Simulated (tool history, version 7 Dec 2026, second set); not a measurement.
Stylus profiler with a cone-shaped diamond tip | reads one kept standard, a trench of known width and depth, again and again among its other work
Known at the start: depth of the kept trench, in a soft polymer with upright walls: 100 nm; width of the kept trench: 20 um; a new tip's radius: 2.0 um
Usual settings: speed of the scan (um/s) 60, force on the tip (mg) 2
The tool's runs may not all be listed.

run,hour,speed of the scan (um/s),force on the tip (mg),depth of the trench (nm),width of the trench's floor (nm)
1,0,60,2,100.97,17920
2,39.9,60,2,100.94,17880
3,63.2,60,2,100.92,17930
4,107.1,60,2,100.94,17830
5,129.2,60,2,100.94,17850
6,175.2,60,2,100.94,17870
7,204.1,60,2,100.91,17860
8,233.2,60,2,100.89,17850
9,261.9,60,1.19,100.59,17690
10,303.4,18,2,100.9,18090
11,322.3,18,2,100.88,18050
12,344.8,18,2,100.91,18020
13,375.2,60,2,100.88,17810
14,412.1,60,2,100.79,17830
15,453.3,60,4.78,102.09,17920
16,496.7,60,4.78,102.04,17950
17,518.1,60,2,101.19,17790
18,557.3,186,2,101.2,17030
19,578.4,186,2,101.18,16980
20,605.5,186,2,101.2,16940
21,647.4,186,2,101.15,16980
22,684.3,175,2,101.2,17050
23,704.8,175,2,101.15,17010
24,750.6,175,2,101.14,17020
25,780.3,43,0.69,100.56,17620
26,810.2,131,0.7,100.6,16710
27,833.7,131,0.7,100.56,16730
28,864.8,76,1.69,101.04,17510
29,886,15,0.93,100.69,17920
30,920.5,116,1.84,101.08,17290
31,945.7,116,1.84,101.08,17300
32,986.6,116,1.84,101.08,17250
33,1014.8,25,2.16,101.18,17850
34,1060.3,25,2.16,101.19,17830
35,1081.5,195,1.99,101.11,16830
36,1104.9,142,2.8,101.42,17240
37,1148.4,85,3.77,101.72,17610
38,1171.3,85,3.77,101.73,17650
39,1217.7,85,3.94,101.76,17630
40,1260.8,39,2.85,101.41,17750
41,1298.1,27,3.41,101.65,17790
42,1317.6,119,1.27,100.82,17030
43,1352.8,119,1.27,100.8,17030
44,1372,119,1.27,100.79,17050
45,1410.6,25,1.14,100.71,17670
46,1439.9,25,1.14,100.72,17720

Not shown: 2 entries that the log had between the listed runs. Between which runs, and how does the tool's hidden state differ before and after?
Between runs 13 and 14: height scale calibrated on a step standard (hour 378.4)
  radius of the tip, um: 4.26 -> 4.31; height scale over the true one, %: -0.244 -> -0.349
  measured less the result without the state, depth of the trench (nm): -0.25 -> -0.36; width of the trench's floor (nm): -580 -> -600
Between runs 14 and 15: height scale calibrated on a step standard, once more (hour 442.7)
  radius of the tip, um: 4.31 -> 4.36; height scale over the true one, %: -0.349 -> 0.042
  measured less the result without the state, depth of the trench (nm): -0.36 -> +0.04; width of the trench's floor (nm): -600 -> -610
